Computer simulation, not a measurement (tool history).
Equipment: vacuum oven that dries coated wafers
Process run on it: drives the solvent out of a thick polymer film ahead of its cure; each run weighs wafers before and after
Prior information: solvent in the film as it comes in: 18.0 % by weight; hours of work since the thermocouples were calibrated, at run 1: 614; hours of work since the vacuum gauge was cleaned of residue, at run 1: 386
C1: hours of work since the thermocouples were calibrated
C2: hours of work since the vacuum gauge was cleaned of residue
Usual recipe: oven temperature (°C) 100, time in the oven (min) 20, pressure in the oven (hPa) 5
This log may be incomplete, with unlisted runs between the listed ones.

Run 1, day 0: usual settings; C1 614; C2 386. Result: solvent left in the film (%) 1.45.
Run 2, day 0.612: usual settings; C1 625; C2 397. Result: solvent left in the film (%) 1.45.
Run 3, day 1.379: usual settings; C1 638; C2 411. Result: solvent left in the film (%) 1.45.
Run 4, day 1.896: usual settings; C1 648; C2 420. Result: solvent left in the film (%) 1.48.
Run 5, day 2.338: usual settings; C1 656; C2 428. Result: solvent left in the film (%) 1.46.
Run 6, day 3.362: usual settings; C1 674; C2 446. Result: solvent left in the film (%) 1.44.
Run 7, day 3.883: usual settings; C1 683; C2 456. Result: solvent left in the film (%) 1.44.
Run 8, day 4.738: usual settings; C1 698; C2 471. Result: solvent left in the film (%) 1.44.
At day 4.871: vacuum gauge cleaned of residue and calibrated.
Run 9, day 5.325: usual settings; C1 708; C2 8. Result: solvent left in the film (%) 1.54.
Run 10, day 6.379: usual settings; C1 726; C2 27. Result: solvent left in the film (%) 1.47.
Run 11, day 6.842: usual settings but oven temperature (°C) 92; C1 735; C2 35. Result: solvent left in the film (%) 3.08.
Run 12, day 7.575: usual settings but oven temperature (°C) 92; C1 748; C2 48. Result: solvent left in the film (%) 3.14.
At day 7.725: vacuum gauge cleaned of residue and calibrated, once more.
Run 13, day 8.479: usual settings but pressure in the oven (hPa) 7.69; C1 763; C2 13. Result: solvent left in the film (%) 1.57.
Run 14, day 9.258: usual settings but time in the oven (min) 17; C1 777; C2 27. Result: solvent left in the film (%) 1.83.
Run 15, day 10.142: usual settings but time in the oven (min) 13, pressure in the oven (hPa) 3.32; C1 792; C2 43. Result: solvent left in the film (%) 2.73.
Run 16, day 10.717: usual settings but oven temperature (°C) 113, time in the oven (min) 14; C1 803; C2 53. Result: solvent left in the film (%) 0.64.
Run 17, day 11.488: usual settings but oven temperature (°C) 90, time in the oven (min) 23, pressure in the oven (hPa) 9.97; C1 816; C2 67. Result: solvent left in the film (%) 3.48.
Run 18, day 12.233: usual settings but oven temperature (°C) 90, time in the oven (min) 23, pressure in the oven (hPa) 9.97; C1 830; C2 80. Result: solvent left in the film (%) 3.46.
Run 19, day 13.192: usual settings but oven temperature (°C) 90, time in the oven (min) 23, pressure in the oven (hPa) 9.97; C1 847; C2 98. Result: solvent left in the film (%) 3.46.
Run 20, day 13.812: usual settings but oven temperature (°C) 93, time in the oven (min) 25, pressure in the oven (hPa) 8.03; C1 858; C2 109. Result: solvent left in the film (%) 2.2.
Run 21, day 14.646: usual settings but oven temperature (°C) 97, time in the oven (min) 21, pressure in the oven (hPa) 14.92; C1 873; C2 123. Result: solvent left in the film (%) 2.59.
Run 22, day 15.575: usual settings but pressure in the oven (hPa) 4.4; C1 889; C2 140. Result: solvent left in the film (%) 1.27.
Run 23, day 16.579: usual settings but time in the oven (min) 12, pressure in the oven (hPa) 9.23; C1 907; C2 158. Result: solvent left in the film (%) 3.48.
Run 24, day 17.496: usual settings but time in the oven (min) 12, pressure in the oven (hPa) 9.23; C1 924; C2 174. Result: solvent left in the film (%) 3.54.
Run 25, day 18.362: usual settings but oven temperature (°C) 108, pressure in the oven (hPa) 8; C1 939; C2 190. Result: solvent left in the film (%) 0.81.
Run 26, day 19.304: usual settings but oven temperature (°C) 113, time in the oven (min) 19, pressure in the oven (hPa) 6.87; C1 956; C2 207. Result: solvent left in the film (%) 0.49.
Run 27, day 20.008: usual settings but oven temperature (°C) 86, pressure in the oven (hPa) 9.73; C1 968; C2 219. Result: solvent left in the film (%) 5.14.
Run 28, day 20.621: usual settings but oven temperature (°C) 111, pressure in the oven (hPa) 16.33; C1 979; C2 230. Result: solvent left in the film (%) 1.12.

Here are 5 independent what-if runs from the current tool condition. What would each one return?
Run A, day 21.446: usual settings but oven temperature (°C) 106, time in the oven (min) 23, pressure in the oven (hPa) 3.68; C1 994; C2 245. Result: solvent left in the film (%) ?.
Run B, day 21.446: usual settings but oven temperature (°C) 106, time in the oven (min) 30, pressure in the oven (hPa) 4.21; C1 994; C2 245. Result: solvent left in the film (%) ?.
Run C, day 21.446: usual settings but pressure in the oven (hPa) 8.85; C1 994; C2 245. Result: solvent left in the film (%) ?.
Run D, day 21.446: usual settings but time in the oven (min) 24; C1 994; C2 245. Result: solvent left in the film (%) ?.
Run E, day 21.446: usual settings but oven temperature (°C) 101, time in the oven (min) 19, pressure in the oven (hPa) 11.63; C1 994; C2 245. Result: solvent left in the film (%) ?.

run  solvent left in the film (%)
  A                          0.48
  B                          0.37
  C                           1.7
  D                          1.05
  E                          1.83
Had the tool no hidden state, the same runs would have come out as:
run  solvent left in the film (%)
  A                          0.53
  B                          0.37
  C                           1.9
  D                          1.18
  E                          2.04
